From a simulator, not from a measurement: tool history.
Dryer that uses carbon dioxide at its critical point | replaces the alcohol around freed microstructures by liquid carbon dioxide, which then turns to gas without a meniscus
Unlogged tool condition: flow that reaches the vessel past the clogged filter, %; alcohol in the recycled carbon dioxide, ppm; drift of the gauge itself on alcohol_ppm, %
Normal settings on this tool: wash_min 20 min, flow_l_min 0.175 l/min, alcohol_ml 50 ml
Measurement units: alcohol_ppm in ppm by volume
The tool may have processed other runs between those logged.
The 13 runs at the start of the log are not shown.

run	hour	wash_min	flow_l_min	alcohol_ml	hours of work since the filter was changed	hours of work since the purifier's bed was changed	alcohol_ppm
14	111	20	0.175	28	221	73	545
15	123.5	20	0.175	28	227	79	539
16	130.9	20	0.175	25	230	83	493
17	140.4	20	0.175	50	235	88	1011
18	151.2	20	0.175	50	240	93	1000
19	162.2	20	0.266	20	245	98	53
20	168.2	12	0.228	71	248	101	3684
21	180.4	15	0.219	24	254	107	625
22	190.3	19	0.248	24	259	112	120

Forecast run 23:
23	198.5	26	0.115	24	263	116	?

alcohol_ppm: 1063 ppm by volume
Had the tool carried no hidden state, the very same run would have given alcohol_ppm 670 ppm by volume.
